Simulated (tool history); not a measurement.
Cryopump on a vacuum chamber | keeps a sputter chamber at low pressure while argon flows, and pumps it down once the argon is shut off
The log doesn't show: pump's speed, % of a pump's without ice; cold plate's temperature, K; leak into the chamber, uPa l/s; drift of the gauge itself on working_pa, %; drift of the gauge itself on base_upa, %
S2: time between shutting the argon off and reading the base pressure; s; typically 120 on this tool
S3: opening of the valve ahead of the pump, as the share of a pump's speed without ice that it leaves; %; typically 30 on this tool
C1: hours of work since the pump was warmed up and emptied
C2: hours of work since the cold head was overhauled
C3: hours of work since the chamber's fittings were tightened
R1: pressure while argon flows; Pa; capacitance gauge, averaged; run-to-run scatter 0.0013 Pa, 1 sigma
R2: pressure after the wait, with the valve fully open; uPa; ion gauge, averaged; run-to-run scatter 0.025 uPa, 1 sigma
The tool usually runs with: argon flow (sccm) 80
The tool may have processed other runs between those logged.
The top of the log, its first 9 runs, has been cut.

{"run": 10, "day": 34.996, "argon flow (sccm)": 80, "S2": 120, "S3": 17, "C1": 190, "C2": 2820, "C3": 190, "R1": 0.528, "R2": 1.45}
{"run": 11, "day": 37.442, "argon flow (sccm)": 80, "S2": 120, "S3": 17, "C1": 237, "C2": 2867, "C3": 237, "R1": 0.5258, "R2": 1.61}
{"run": 12, "day": 40.512, "argon flow (sccm)": 122, "S2": 120, "S3": 30, "C1": 297, "C2": 2927, "C3": 297, "R1": 0.4745, "R2": 1.78}
{"day": 44.546, "done": "pump warmed up, emptied and cooled again"}
{"run": 13, "day": 45.696, "argon flow (sccm)": 122, "S2": 120, "S3": 30, "C1": 22, "C2": 3024, "C3": 394, "R1": 0.4403, "R2": 1.77}
{"run": 14, "day": 49.396, "argon flow (sccm)": 122, "S2": 120, "S3": 30, "C1": 95, "C2": 3096, "C3": 466, "R1": 0.4481, "R2": 1.97}
{"run": 15, "day": 54.271, "argon flow (sccm)": 122, "S2": 120, "S3": 30, "C1": 190, "C2": 3191, "C3": 561, "R1": 0.4559, "R2": 2.36}
{"run": 16, "day": 57.4, "argon flow (sccm)": 122, "S2": 120, "S3": 30, "C1": 251, "C2": 3252, "C3": 623, "R1": 0.4684, "R2": 2.51}
{"run": 17, "day": 62.088, "argon flow (sccm)": 80, "S2": 112, "S3": 30, "C1": 342, "C2": 3344, "C3": 714, "R1": 0.3139, "R2": 2.77}
{"day": 63.638, "done": "pump warmed up, emptied and cooled again"}
{"run": 18, "day": 66.712, "argon flow (sccm)": 77, "S2": 61, "S3": 32, "C1": 60, "C2": 3430, "C3": 800, "R1": 0.2609, "R2": 3.49}
{"run": 19, "day": 69.538, "argon flow (sccm)": 43, "S2": 120, "S3": 30, "C1": 115, "C2": 3485, "C3": 855, "R1": 0.1578, "R2": 2.81}
{"run": 20, "day": 74.017, "argon flow (sccm)": 80, "S2": 120, "S3": 37, "C1": 202, "C2": 3572, "C3": 942, "R1": 0.2473, "R2": 3.09}
{"run": 21, "day": 78.608, "argon flow (sccm)": 121, "S2": 32, "S3": 30, "C1": 292, "C2": 3662, "C3": 1032, "R1": 0.4627, "R2": 5.78}
{"day": 82.421, "done": "leaking fittings of the chamber tightened, without venting"}
{"run": 22, "day": 82.421, "argon flow (sccm)": 79, "S2": 120, "S3": 30, "C1": 365, "C2": 3734, "C3": 0, "R1": 0.3098, "R2": 1.08}
{"day": 83.042, "done": "pump warmed up, emptied and cooled again"}
{"run": 23, "day": 86.212, "argon flow (sccm)": 136, "S2": 63, "S3": 22, "C1": 62, "C2": 3804, "C3": 70, "R1": 0.6776, "R2": 1.91}
{"run": 24, "day": 90.146, "argon flow (sccm)": 136, "S2": 63, "S3": 22, "C1": 139, "C2": 3881, "C3": 147, "R1": 0.6834, "R2": 2.08}
{"run": 25, "day": 92.583, "argon flow (sccm)": 136, "S2": 63, "S3": 22, "C1": 186, "C2": 3928, "C3": 194, "R1": 0.6858, "R2": 2.27}
{"run": 26, "day": 97.158, "argon flow (sccm)": 39, "S2": 123, "S3": 22, "C1": 275, "C2": 4018, "C3": 283, "R1": 0.2004, "R2": 1.67}
{"run": 27, "day": 100.188, "argon flow (sccm)": 45, "S2": 35, "S3": 23, "C1": 334, "C2": 4077, "C3": 342, "R1": 0.2246, "R2": 3.83}
{"day": 102.462, "done": "pump warmed up, emptied and cooled again"}
{"run": 28, "day": 102.642, "argon flow (sccm)": 45, "S2": 35, "S3": 23, "C1": 4, "C2": 4120, "C3": 386, "R1": 0.2122, "R2": 3.55}
{"run": 29, "day": 107.279, "argon flow (sccm)": 132, "S2": 28, "S3": 35, "C1": 94, "C2": 4211, "C3": 476, "R1": 0.4189, "R2": 4.61}
{"run": 30, "day": 111.75, "argon flow (sccm)": 132, "S2": 28, "S3": 35, "C1": 181, "C2": 4298, "C3": 564, "R1": 0.4281, "R2": 4.95}
{"run": 31, "day": 116.617, "argon flow (sccm)": 86, "S2": 31, "S3": 35, "C1": 276, "C2": 4393, "C3": 658, "R1": 0.287, "R2": 4.86}
{"day": 121.588, "done": "pump warmed up, emptied and cooled again"}
{"run": 32, "day": 122.096, "argon flow (sccm)": 86, "S2": 31, "S3": 35, "C1": 10, "C2": 4496, "C3": 761, "R1": 0.2677, "R2": 4.85}

Branching from run 32: 4 alternative next runs. What would each branch give?
{"run": "A", "day": 125.762, "argon flow (sccm)": 125, "S2": 24, "S3": 37, "C1": 81, "C2": 4567, "C3": 833, "R1": "?", "R2": "?"}
{"run": "B", "day": 125.762, "argon flow (sccm)": 80, "S2": 120, "S3": 27, "C1": 81, "C2": 4567, "C3": 833, "R1": "?", "R2": "?"}
{"run": "C", "day": 125.762, "argon flow (sccm)": 57, "S2": 120, "S3": 30, "C1": 81, "C2": 4567, "C3": 833, "R1": "?", "R2": "?"}
{"run": "D", "day": 125.762, "argon flow (sccm)": 54, "S2": 36, "S3": 49, "C1": 81, "C2": 4567, "C3": 833, "R1": "?", "R2": "?"}

run=A R1=0.3735 R2=5.82
run=B R1=0.3286 R2=2.72
run=C R1=0.2100 R2=2.71
run=D R1=0.1241 R2=4.58
Take away the tool's hidden state, keep each run's random variation, and the runs would have read:
run=A R1=0.3632 R2=4.09
run=B R1=0.3219 R2=0.98
run=C R1=0.2053 R2=0.95
run=D R1=0.1196 R2=2.81
